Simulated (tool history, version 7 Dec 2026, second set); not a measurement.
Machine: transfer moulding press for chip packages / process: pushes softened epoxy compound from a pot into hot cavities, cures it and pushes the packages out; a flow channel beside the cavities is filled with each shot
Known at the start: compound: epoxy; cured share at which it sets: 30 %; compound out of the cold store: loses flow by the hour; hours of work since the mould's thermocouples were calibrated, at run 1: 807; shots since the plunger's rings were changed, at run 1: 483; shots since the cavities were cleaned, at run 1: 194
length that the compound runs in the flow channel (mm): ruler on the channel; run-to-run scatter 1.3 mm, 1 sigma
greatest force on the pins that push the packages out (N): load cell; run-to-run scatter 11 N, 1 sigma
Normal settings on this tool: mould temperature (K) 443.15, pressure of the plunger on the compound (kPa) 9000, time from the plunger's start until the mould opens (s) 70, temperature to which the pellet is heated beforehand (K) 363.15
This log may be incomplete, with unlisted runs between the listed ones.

run    hour  mould temperature (K)  pressure of the plunger on the compound (kPa)  time from the plunger's start until the mould opens (s)  temperature to which the pellet is heated beforehand (K)  hours of work since the mould's thermocouples were calibrated  shots since the plunger's rings were changed  shots since the cavities were cleaned  incoming compound's hours out of the cold store  length that the compound runs in the flow channel (mm)  greatest force on the pins that push the packages out (N)
  1       0                 443.15                                           9000                                                       70                                                    363.15                                                            807                                           483                                    194                                             22.9                                                     572                                                        507
       27.8  -- mould's thermocouples calibrated
  2    36.6                 443.15                                           9000                                                       70                                                    363.15                                                              5                                           905                                    616                                             12.3                                                     605                                                        513
       83.8  -- cavities cleaned with cleaning compound and waxed
  3    93.8                 443.15                                           9000                                                       70                                                    363.15                                                             37                                          1583                                    121                                               41                                                     521                                                        473
  4   162.8                 443.15                                           9000                                                       70                                                    363.15                                                             76                                          2425                                    963                                             37.1                                                     529                                                        507
      179.9  -- cavities cleaned with cleaning compound and waxed
  5   223.5                 443.15                                           9000                                                       70                                                    363.15                                                            110                                          3147                                    532                                             10.6                                                     610                                                        511
  6   257.6                 443.15                                           9000                                                       70                                                    360.15                                                            130                                          3563                                    948                                             46.7                                                     506                                                        480
      276.9  -- cavities cleaned with cleaning compound and waxed
        311  -- plunger's sealing rings changed
  7     311                 443.15                                           9000                                                       70                                                    363.15                                                            158                                             0                                    385                                             40.1                                                     522                                                        486
  8     368                 443.15                                           9000                                                       70                                                    363.15                                                            190                                           694                                   1079                                               38                                                     529                                                        498
      379.9  -- cavities cleaned with cleaning compound and waxed
  9     401                 443.15                                           9000                                                       70                                                    363.15                                                            208                                          1079                                    257                                             39.2                                                     526                                                        500
 10     463                 443.15                                           9000                                                       70                                                    363.15                                                            244                                          1835                                   1013                                              8.2                                                     622                                                        526
      479.2  -- cavities cleaned with cleaning compound and waxed
 11   516.1                 443.15                                           9000                                                       97                                                    363.15                                                            273                                          2464                                    450                                             43.9                                                     513                                                        419
 12   552.9                 443.15                                           9000                                                       97                                                    363.15                                                            294                                          2912                                    898                                             36.6                                                     533                                                        410
      578.5  -- cavities cleaned with cleaning compound and waxed
 13   622.1                 443.15                                           9000                                                       97                                                    363.15                                                            333                                          3738                                    532                                              9.1                                                     615                                                        421
      661.1  -- plunger's sealing rings changed
      680.9  -- cavities cleaned with cleaning compound and waxed
 14   689.2                 443.15                                           9000                                                       97                                                    363.15                                                            369                                           324                                    101                                             39.8                                                     523                                                        412
 15   727.8                 445.15                                           9880                                                       97                                                    363.15                                                            391                                           795                                    572                                             42.5                                                     539                                                        402
      777.8  -- cavities cleaned with cleaning compound and waxed
 16   781.9                 437.15                                           9880                                                       80                                                    355.15                                                            421                                          1436                                     50                                              8.8                                                     658                                                        564
 17   830.5                 437.15                                           9880                                                       80                                                    355.15                                                            449                                          2029                                    643                                             41.9                                                     554                                                        545
      879.1  -- cavities cleaned with cleaning compound and waxed
 18   881.7                 447.15                                           9000                                                       99                                                    370.15                                                            477                                          2634                                     31                                             41.7                                                     511                                                        416
 19   942.5                 447.15                                           9000                                                       99                                                    370.15                                                            512                                          3376                                    773                                             13.7                                                     594                                                        427
      980.1  -- cavities cleaned with cleaning compound and waxed
 20   989.5                 443.15                                           9000                                                       70                                                    365.15                                                            538                                          3931                                    115                                             46.4                                                     505                                                        486
       1011  -- plunger's sealing rings changed
 21    1067                 443.15                                          10080                                                       70                                                    365.15                                                            581                                           683                                   1030                                             32.8                                                     576                                                        504
     1078.9  -- cavities cleaned with cleaning compound and waxed
 22  1110.6                 443.15                                           6900                                                       94                                                    365.15                                                            605                                          1195                                    386                                             25.3                                                     492                                                        419
 23    1143                 443.15                                          10830                                                       70                                                    363.15                                                            623                                          1590                                    781                                             29.6                                                     607                                                        483
     1177.4  -- cavities cleaned with cleaning compound and waxed
 24  1194.6                 447.15                                           6880                                                       73                                                    369.15                                                            652                                          2202                                    210                                             31.6                                                     473                                                        424
 25    1254                 441.15                                           6900                                                       70                                                    358.15                                                            686                                          2926                                    934                                             14.4                                                     527                                                        575
     1275.3  -- cavities cleaned with cleaning compound and waxed
 26  1286.4                 441.15                                           6900                                                       70                                                    358.15                                                            703                                          3302                                    136                                               42                                                     456                                                        522
 27  1345.2                 445.15                                           7250                                                       51                                                    355.15                                                            737                                          4019                                    853                                             28.1                                                     498                                                        819

Forecast each of these 4 alternatives for the next run:
     1359.3  -- plunger's sealing rings changed
     1376.9  -- cavities cleaned with cleaning compound and waxed
  A  1415.2                 451.15                                           9000                                                       50                                                    363.15                                                            775                                           663                                    468                                             12.3                                                       ?                                                          ?
     1359.3  -- plunger's sealing rings changed
     1376.9  -- cavities cleaned with cleaning compound and waxed
  B  1415.2                 437.15                                           7270                                                       51                                                    362.15                                                            775                                           663                                    468                                             19.2                                                       ?                                                          ?
     1359.3  -- plunger's sealing rings changed
     1376.9  -- cavities cleaned with cleaning compound and waxed
  C  1415.2                 437.15                                          10040                                                       70                                                    362.15                                                            775                                           663                                    468                                             12.7                                                       ?                                                          ?
     1359.3  -- plunger's sealing rings changed
     1376.9  -- cavities cleaned with cleaning compound and waxed
  D  1415.2                 445.15                                          10130                                                       85                                                    369.15                                                            775                                           663                                    468                                             18.7                                                       ?                                                          ?

run  length that the compound runs in the flow channel (mm)  greatest force on the pins that push the packages out (N)
  A                                                     593                                                        584
  B                                                     533                                                       1313
  C                                                     647                                                        711
  D                                                     617                                                        408
With the hidden condition removed and each run's random variation left untouched, the same runs would have given:
run  length that the compound runs in the flow channel (mm)  greatest force on the pins that push the packages out (N)
  A                                                     593                                                        577
  B                                                     533                                                       1298
  C                                                     648                                                        703
  D                                                     617                                                        403
